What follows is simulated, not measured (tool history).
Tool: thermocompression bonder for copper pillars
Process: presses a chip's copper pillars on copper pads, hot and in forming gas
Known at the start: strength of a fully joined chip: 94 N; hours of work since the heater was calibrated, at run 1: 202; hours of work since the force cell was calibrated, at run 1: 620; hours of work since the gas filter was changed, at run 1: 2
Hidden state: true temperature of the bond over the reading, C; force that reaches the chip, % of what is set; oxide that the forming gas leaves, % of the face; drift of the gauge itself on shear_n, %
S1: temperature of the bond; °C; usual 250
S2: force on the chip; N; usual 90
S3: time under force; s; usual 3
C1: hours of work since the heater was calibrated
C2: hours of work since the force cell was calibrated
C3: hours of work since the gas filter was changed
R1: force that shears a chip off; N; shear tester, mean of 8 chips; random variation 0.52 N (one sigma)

| run | hour | S1 | S2 | S3 | C1 | C2 | C3 | R1 |
|---|---|---|---|---|---|---|---|---|
| 1 | 0.0 | 250 | 90 | 3 | 202 | 620 | 2 | 63.1 |
| 2 | 29.9 | 250 | 90 | 3 | 220 | 638 | 20 | 62.3 |
| 3 | 62.1 | 250 | 90 | 3 | 240 | 658 | 40 | 61.3 |
| 4 | 91.1 | 250 | 90 | 3 | 257 | 675 | 57 | 62.4 |
|  | 94.1 | force cell calibrated |
| 5 | 127.7 | 250 | 90 | 3 | 279 | 21 | 79 | 61.8 |
|  | 147.7 | force cell calibrated, once more |
| 6 | 153.6 | 250 | 90 | 6 | 294 | 4 | 94 | 74.2 |
| 7 | 172.9 | 258 | 99 | 3 | 305 | 15 | 105 | 70.3 |
| 8 | 194.0 | 258 | 126 | 6 | 318 | 28 | 118 | 85.6 |
| 9 | 213.9 | 262 | 126 | 5 | 330 | 40 | 130 | 84.5 |
| 10 | 242.8 | 262 | 126 | 5 | 348 | 58 | 148 | 85.0 |
| 11 | 260.3 | 262 | 126 | 5 | 359 | 69 | 159 | 84.3 |
| 12 | 281.9 | 223 | 65 | 4 | 372 | 82 | 172 | 41.1 |

Hidden state or all else? Some run-to-run changes of R1, split into what the settings, what came in and random variation would give without the hidden state, and what is left for the hidden state (with any gauge scatter that isn't in both results):
Run 5 -> 6: S3 3 -> 6, force cell calibrated, once more. R1 +12.4 N: hidden state +1.5, all else +10.9.
Run 11 -> 12: S1 262 -> 223, S2 126 -> 65, S3 5 -> 4. R1 -43.2 N: hidden state -0.3, all else -42.9.

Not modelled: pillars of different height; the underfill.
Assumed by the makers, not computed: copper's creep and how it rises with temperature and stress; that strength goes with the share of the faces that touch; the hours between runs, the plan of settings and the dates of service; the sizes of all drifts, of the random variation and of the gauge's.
